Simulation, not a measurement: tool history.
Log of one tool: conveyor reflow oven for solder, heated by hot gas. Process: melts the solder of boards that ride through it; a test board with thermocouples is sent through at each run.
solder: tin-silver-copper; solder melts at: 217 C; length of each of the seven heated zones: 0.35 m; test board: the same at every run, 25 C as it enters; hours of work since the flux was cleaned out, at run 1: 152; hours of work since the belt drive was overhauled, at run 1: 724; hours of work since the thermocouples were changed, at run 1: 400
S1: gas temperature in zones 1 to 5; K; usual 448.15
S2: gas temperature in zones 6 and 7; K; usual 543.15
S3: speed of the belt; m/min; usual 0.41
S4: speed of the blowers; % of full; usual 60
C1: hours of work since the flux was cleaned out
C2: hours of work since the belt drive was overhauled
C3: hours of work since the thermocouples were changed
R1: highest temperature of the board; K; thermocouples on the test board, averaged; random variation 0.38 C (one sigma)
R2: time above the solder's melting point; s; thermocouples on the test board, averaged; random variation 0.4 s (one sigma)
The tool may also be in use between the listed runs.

{"run": 1, "hour": 0.0, "S1": 448.15, "S2": 543.15, "S3": 0.41, "S4": 60, "C1": 152, "C2": 724, "C3": 400, "R1": 525.35, "R2": 77.6}
{"run": 2, "hour": 46.5, "S1": 448.15, "S2": 543.15, "S3": 0.41, "S4": 60, "C1": 174, "C2": 747, "C3": 422, "R1": 525.95, "R2": 77}
{"run": 3, "hour": 75.1, "S1": 448.15, "S2": 543.15, "S3": 0.41, "S4": 60, "C1": 188, "C2": 760, "C3": 436, "R1": 525.25, "R2": 77.5}
{"run": 4, "hour": 104.8, "S1": 448.15, "S2": 543.15, "S3": 0.41, "S4": 86, "C1": 202, "C2": 774, "C3": 450, "R1": 530.35, "R2": 83}
{"run": 5, "hour": 131.7, "S1": 448.15, "S2": 543.15, "S3": 0.41, "S4": 86, "C1": 215, "C2": 787, "C3": 463, "R1": 529.85, "R2": 83.7}
{"run": 6, "hour": 156.4, "S1": 448.15, "S2": 543.15, "S3": 0.41, "S4": 86, "C1": 226, "C2": 799, "C3": 474, "R1": 530.15, "R2": 83.2}
{"run": 7, "hour": 183.4, "S1": 448.15, "S2": 543.15, "S3": 0.448, "S4": 60, "C1": 239, "C2": 812, "C3": 487, "R1": 521.45, "R2": 65.7}
{"run": 8, "hour": 221.8, "S1": 448.15, "S2": 543.15, "S3": 0.379, "S4": 60, "C1": 257, "C2": 830, "C3": 505, "R1": 527.05, "R2": 87.5}
{"run": 9, "hour": 274.6, "S1": 448.15, "S2": 543.15, "S3": 0.41, "S4": 60, "C1": 282, "C2": 855, "C3": 531, "R1": 524.75, "R2": 77}
{"run": 10, "hour": 322.6, "S1": 448.15, "S2": 543.15, "S3": 0.41, "S4": 60, "C1": 305, "C2": 878, "C3": 553, "R1": 523.95, "R2": 76.3}
{"run": 11, "hour": 361.3, "S1": 440.15, "S2": 543.15, "S3": 0.41, "S4": 60, "C1": 324, "C2": 896, "C3": 572, "R1": 523.35, "R2": 71.6}
{"hour": 382.3, "done": "belt drive overhauled, speed set with a stopwatch"}
{"run": 12, "hour": 407.7, "S1": 440.15, "S2": 543.15, "S3": 0.41, "S4": 60, "C1": 344, "C2": 12, "C3": 592, "R1": 521.85, "R2": 69.8}
{"hour": 450.9, "done": "flux residue cleaned out of gas plates and filters"}
{"run": 13, "hour": 450.9, "S1": 448.15, "S2": 548.15, "S3": 0.41, "S4": 60, "C1": 0, "C2": 30, "C3": 610, "R1": 529.15, "R2": 80}
{"run": 14, "hour": 481.6, "S1": 448.15, "S2": 543.15, "S3": 0.41, "S4": 60, "C1": 15, "C2": 45, "C3": 625, "R1": 525.05, "R2": 77.3}
{"run": 15, "hour": 517.0, "S1": 448.15, "S2": 543.15, "S3": 0.41, "S4": 60, "C1": 31, "C2": 62, "C3": 642, "R1": 524.65, "R2": 76.8}
{"run": 16, "hour": 544.5, "S1": 448.15, "S2": 543.15, "S3": 0.41, "S4": 60, "C1": 44, "C2": 75, "C3": 655, "R1": 524.75, "R2": 76.4}
{"run": 17, "hour": 584.1, "S1": 463.15, "S2": 540.15, "S3": 0.41, "S4": 60, "C1": 63, "C2": 94, "C3": 674, "R1": 524.95, "R2": 84.6}
{"run": 18, "hour": 612.7, "S1": 463.15, "S2": 540.15, "S3": 0.41, "S4": 60, "C1": 77, "C2": 107, "C3": 687, "R1": 524.85, "R2": 84.6}
{"run": 19, "hour": 635.4, "S1": 463.15, "S2": 540.15, "S3": 0.41, "S4": 60, "C1": 88, "C2": 118, "C3": 698, "R1": 524.85, "R2": 85}
{"run": 20, "hour": 680.3, "S1": 453.15, "S2": 543.15, "S3": 0.432, "S4": 60, "C1": 109, "C2": 139, "C3": 719, "R1": 523.55, "R2": 73.4}
{"run": 21, "hour": 722.1, "S1": 453.15, "S2": 543.15, "S3": 0.432, "S4": 60, "C1": 129, "C2": 159, "C3": 739, "R1": 523.95, "R2": 72.8}
{"run": 22, "hour": 776.2, "S1": 453.15, "S2": 543.15, "S3": 0.432, "S4": 60, "C1": 155, "C2": 185, "C3": 765, "R1": 523.15, "R2": 72.9}
{"run": 23, "hour": 829.3, "S1": 458.15, "S2": 553.15, "S3": 0.46, "S4": 63, "C1": 180, "C2": 210, "C3": 790, "R1": 531.25, "R2": 77.3}
{"run": 24, "hour": 854.7, "S1": 437.15, "S2": 554.15, "S3": 0.46, "S4": 63, "C1": 192, "C2": 222, "C3": 802, "R1": 527.35, "R2": 64.5}
{"run": 25, "hour": 907.1, "S1": 448.15, "S2": 543.15, "S3": 0.41, "S4": 62, "C1": 217, "C2": 247, "C3": 827, "R1": 523.65, "R2": 75.5}
{"run": 26, "hour": 961.9, "S1": 451.15, "S2": 553.15, "S3": 0.41, "S4": 62, "C1": 243, "C2": 273, "C3": 853, "R1": 532.95, "R2": 85.7}
{"run": 27, "hour": 988.0, "S1": 448.15, "S2": 548.15, "S3": 0.41, "S4": 78, "C1": 255, "C2": 286, "C3": 866, "R1": 532.65, "R2": 83.4}
{"run": 28, "hour": 1036.6, "S1": 435.15, "S2": 553.15, "S3": 0.41, "S4": 79, "C1": 279, "C2": 309, "C3": 889, "R1": 533.95, "R2": 80.2}
{"run": 29, "hour": 1077.5, "S1": 448.15, "S2": 543.15, "S3": 0.449, "S4": 60, "C1": 298, "C2": 328, "C3": 908, "R1": 520.15, "R2": 64.2}
{"run": 30, "hour": 1116.2, "S1": 454.15, "S2": 543.15, "S3": 0.41, "S4": 60, "C1": 316, "C2": 347, "C3": 927, "R1": 524.35, "R2": 78.7}

Measured less the same run without the tool's hidden state. The same run-to-run variation is in both; the gauge's scatter may not be:
The hidden state here: heat that the gas passes to the board, % of a clean oven's; belt's true speed, % of the reading; true gas temperature in zones 6 and 7 over the reading, C; drift of the gauge itself on peak_c, C; drift of the gauge itself on liquid_s, %.
run=1 R1=-1.2 R2=-0.3
run=2 R1=-1.4 R2=-0.5
run=3 R1=-1.4 R2=-0.6
run=4 R1=-1.7 R2=-0.5
run=5 R1=-1.8 R2=-0.5
run=6 R1=-1.9 R2=-0.6
run=7 R1=-1.8 R2=-1.2
run=8 R1=-1.8 R2=-0.8
run=9 R1=-2 R2=-1.2
run=10 R1=-2.2 R2=-1.4
run=11 R1=-2.4 R2=-1.8
run=12 R1=-3 R2=-3.6
run=13 R1=-1.5 R2=-1.1
run=14 R1=-1.6 R2=-1.4
run=15 R1=-1.7 R2=-1.5
run=16 R1=-1.8 R2=-1.6
run=17 R1=-1.9 R2=-1.4
run=18 R1=-2 R2=-1.5
run=19 R1=-2 R2=-1.6
run=20 R1=-2.2 R2=-2
run=21 R1=-2.3 R2=-2.1
run=22 R1=-2.5 R2=-2.2
run=23 R1=-2.7 R2=-1.8
run=24 R1=-3 R2=-2.4
run=25 R1=-2.9 R2=-2.7
run=26 R1=-3.2 R2=-2.2
run=27 R1=-3.4 R2=-2.3
run=28 R1=-3.8 R2=-2.6
run=29 R1=-3.5 R2=-3.6
run=30 R1=-3.5 R2=-3.1
